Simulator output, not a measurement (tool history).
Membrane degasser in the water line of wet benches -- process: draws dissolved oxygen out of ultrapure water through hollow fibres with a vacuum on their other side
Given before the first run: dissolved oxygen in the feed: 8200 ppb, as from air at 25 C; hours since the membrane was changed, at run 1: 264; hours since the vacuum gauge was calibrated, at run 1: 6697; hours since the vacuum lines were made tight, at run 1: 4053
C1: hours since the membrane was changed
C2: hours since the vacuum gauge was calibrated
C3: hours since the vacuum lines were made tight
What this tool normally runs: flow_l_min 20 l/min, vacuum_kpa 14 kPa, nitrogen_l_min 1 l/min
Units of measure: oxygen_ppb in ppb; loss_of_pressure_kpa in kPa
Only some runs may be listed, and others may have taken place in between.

{"run": 1, "hour": 0.0, "flow_l_min": 20, "vacuum_kpa": 14, "nitrogen_l_min": 1, "C1": 264, "C2": 6697, "C3": 4053, "oxygen_ppb": 465.1, "loss_of_pressure_kpa": 57.81}
{"run": 2, "hour": 24.9, "flow_l_min": 20, "vacuum_kpa": 14, "nitrogen_l_min": 1, "C1": 289, "C2": 6722, "C3": 4078, "oxygen_ppb": 466.2, "loss_of_pressure_kpa": 58.09}
{"run": 3, "hour": 53.2, "flow_l_min": 20, "vacuum_kpa": 14, "nitrogen_l_min": 1, "C1": 317, "C2": 6750, "C3": 4107, "oxygen_ppb": 473.8, "loss_of_pressure_kpa": 57.96}
{"run": 4, "hour": 77.7, "flow_l_min": 20, "vacuum_kpa": 11.6, "nitrogen_l_min": 1, "C1": 341, "C2": 6775, "C3": 4131, "oxygen_ppb": 369.4, "loss_of_pressure_kpa": 57.5}
{"run": 5, "hour": 123.9, "flow_l_min": 20, "vacuum_kpa": 14, "nitrogen_l_min": 1.01, "C1": 388, "C2": 6821, "C3": 4177, "oxygen_ppb": 462, "loss_of_pressure_kpa": 58.3}
{"run": 6, "hour": 148.7, "flow_l_min": 20, "vacuum_kpa": 14, "nitrogen_l_min": 1.01, "C1": 412, "C2": 6846, "C3": 4202, "oxygen_ppb": 459.8, "loss_of_pressure_kpa": 57.82}
{"run": 7, "hour": 192.8, "flow_l_min": 20, "vacuum_kpa": 14, "nitrogen_l_min": 1.01, "C1": 457, "C2": 6890, "C3": 4246, "oxygen_ppb": 460.8, "loss_of_pressure_kpa": 57.81}
{"run": 8, "hour": 232.2, "flow_l_min": 20, "vacuum_kpa": 14, "nitrogen_l_min": 1, "C1": 496, "C2": 6929, "C3": 4286, "oxygen_ppb": 468.7, "loss_of_pressure_kpa": 58.13}
{"run": 9, "hour": 272.9, "flow_l_min": 20, "vacuum_kpa": 14, "nitrogen_l_min": 1, "C1": 537, "C2": 6970, "C3": 4326, "oxygen_ppb": 469.9, "loss_of_pressure_kpa": 57.38}
{"run": 10, "hour": 309.2, "flow_l_min": 13, "vacuum_kpa": 14, "nitrogen_l_min": 1, "C1": 573, "C2": 7006, "C3": 4363, "oxygen_ppb": 317.2, "loss_of_pressure_kpa": 37.64}
{"run": 11, "hour": 335.9, "flow_l_min": 13, "vacuum_kpa": 14, "nitrogen_l_min": 1, "C1": 600, "C2": 7033, "C3": 4389, "oxygen_ppb": 315.6, "loss_of_pressure_kpa": 37.52}
{"run": 12, "hour": 362.0, "flow_l_min": 13, "vacuum_kpa": 14, "nitrogen_l_min": 1, "C1": 626, "C2": 7059, "C3": 4415, "oxygen_ppb": 318, "loss_of_pressure_kpa": 37.77}
{"run": 13, "hour": 401.3, "flow_l_min": 13, "vacuum_kpa": 14, "nitrogen_l_min": 1, "C1": 665, "C2": 7098, "C3": 4455, "oxygen_ppb": 317.1, "loss_of_pressure_kpa": 37.94}
{"run": 14, "hour": 446.7, "flow_l_min": 20, "vacuum_kpa": 14, "nitrogen_l_min": 1, "C1": 710, "C2": 7144, "C3": 4500, "oxygen_ppb": 466.1, "loss_of_pressure_kpa": 57.36}
{"run": 15, "hour": 486.9, "flow_l_min": 20, "vacuum_kpa": 12.6, "nitrogen_l_min": 0.78, "C1": 751, "C2": 7184, "C3": 4540, "oxygen_ppb": 504.6, "loss_of_pressure_kpa": 58.14}
{"run": 16, "hour": 522.6, "flow_l_min": 20, "vacuum_kpa": 27.3, "nitrogen_l_min": 2.75, "C1": 786, "C2": 7220, "C3": 4576, "oxygen_ppb": 410.7, "loss_of_pressure_kpa": 57.79}
{"run": 17, "hour": 547.6, "flow_l_min": 19, "vacuum_kpa": 25, "nitrogen_l_min": 1.97, "C1": 811, "C2": 7244, "C3": 4601, "oxygen_ppb": 479.6, "loss_of_pressure_kpa": 54.96}
{"run": 18, "hour": 573.7, "flow_l_min": 15, "vacuum_kpa": 29.9, "nitrogen_l_min": 2.57, "C1": 837, "C2": 7271, "C3": 4627, "oxygen_ppb": 363.9, "loss_of_pressure_kpa": 43.13}
{"run": 19, "hour": 613.0, "flow_l_min": 15, "vacuum_kpa": 14, "nitrogen_l_min": 1, "C1": 877, "C2": 7310, "C3": 4666, "oxygen_ppb": 361.3, "loss_of_pressure_kpa": 43.34}
{"run": 20, "hour": 643.9, "flow_l_min": 15, "vacuum_kpa": 14, "nitrogen_l_min": 1, "C1": 908, "C2": 7341, "C3": 4697, "oxygen_ppb": 360.4, "loss_of_pressure_kpa": 43.56}
{"run": 21, "hour": 674.7, "flow_l_min": 16, "vacuum_kpa": 12.8, "nitrogen_l_min": 2.15, "C1": 938, "C2": 7372, "C3": 4728, "oxygen_ppb": 170.5, "loss_of_pressure_kpa": 46.08}
{"run": 22, "hour": 706.6, "flow_l_min": 22, "vacuum_kpa": 16.1, "nitrogen_l_min": 1, "C1": 970, "C2": 7404, "C3": 4760, "oxygen_ppb": 598.9, "loss_of_pressure_kpa": 63.84}
{"run": 23, "hour": 736.6, "flow_l_min": 22, "vacuum_kpa": 14, "nitrogen_l_min": 0.44, "C1": 1000, "C2": 7433, "C3": 4790, "oxygen_ppb": 949.7, "loss_of_pressure_kpa": 63.7}
{"run": 24, "hour": 758.2, "flow_l_min": 27, "vacuum_kpa": 16.8, "nitrogen_l_min": 0.46, "C1": 1022, "C2": 7455, "C3": 4812, "oxygen_ppb": 1313.4, "loss_of_pressure_kpa": 78.57}
{"run": 25, "hour": 790.6, "flow_l_min": 22, "vacuum_kpa": 16.8, "nitrogen_l_min": 1.9, "C1": 1054, "C2": 7488, "C3": 4844, "oxygen_ppb": 366.8, "loss_of_pressure_kpa": 63.59}
{"run": 26, "hour": 830.1, "flow_l_min": 14, "vacuum_kpa": 23.5, "nitrogen_l_min": 2.65, "C1": 1094, "C2": 7527, "C3": 4883, "oxygen_ppb": 256.5, "loss_of_pressure_kpa": 40.57}
{"run": 27, "hour": 850.9, "flow_l_min": 14, "vacuum_kpa": 12.5, "nitrogen_l_min": 2.04, "C1": 1115, "C2": 7548, "C3": 4904, "oxygen_ppb": 152.8, "loss_of_pressure_kpa": 40.46}
{"run": 28, "hour": 884.2, "flow_l_min": 20, "vacuum_kpa": 15.1, "nitrogen_l_min": 1.52, "C1": 1148, "C2": 7581, "C3": 4938, "oxygen_ppb": 360.4, "loss_of_pressure_kpa": 57.44}

Below are 4 alternative next runs, each starting from the tool's condition after run 28. Predict each:
{"run": "A", "hour": 903.7, "flow_l_min": 30, "vacuum_kpa": 14, "nitrogen_l_min": 1, "C1": 1167, "C2": 7601, "C3": 4957, "oxygen_ppb": "?", "loss_of_pressure_kpa": "?"}
{"run": "B", "hour": 903.7, "flow_l_min": 20, "vacuum_kpa": 10.5, "nitrogen_l_min": 0.9, "C1": 1167, "C2": 7601, "C3": 4957, "oxygen_ppb": "?", "loss_of_pressure_kpa": "?"}
{"run": "C", "hour": 903.7, "flow_l_min": 20, "vacuum_kpa": 19.4, "nitrogen_l_min": 0.79, "C1": 1167, "C2": 7601, "C3": 4957, "oxygen_ppb": "?", "loss_of_pressure_kpa": "?"}
{"run": "D", "hour": 903.7, "flow_l_min": 20, "vacuum_kpa": 15.1, "nitrogen_l_min": 1.37, "C1": 1167, "C2": 7601, "C3": 4957, "oxygen_ppb": "?", "loss_of_pressure_kpa": "?"}

run=A oxygen_ppb=678.3 loss_of_pressure_kpa=86.53
run=B oxygen_ppb=353.1 loss_of_pressure_kpa=58.19
run=C oxygen_ppb=822.7 loss_of_pressure_kpa=57.57
run=D oxygen_ppb=390.9 loss_of_pressure_kpa=57.41
With no hidden state in the tool, these same runs would have given:
run=A oxygen_ppb=678.1 loss_of_pressure_kpa=86.52
run=B oxygen_ppb=352.9 loss_of_pressure_kpa=58.18
run=C oxygen_ppb=822.5 loss_of_pressure_kpa=57.56
run=D oxygen_ppb=390.8 loss_of_pressure_kpa=57.4

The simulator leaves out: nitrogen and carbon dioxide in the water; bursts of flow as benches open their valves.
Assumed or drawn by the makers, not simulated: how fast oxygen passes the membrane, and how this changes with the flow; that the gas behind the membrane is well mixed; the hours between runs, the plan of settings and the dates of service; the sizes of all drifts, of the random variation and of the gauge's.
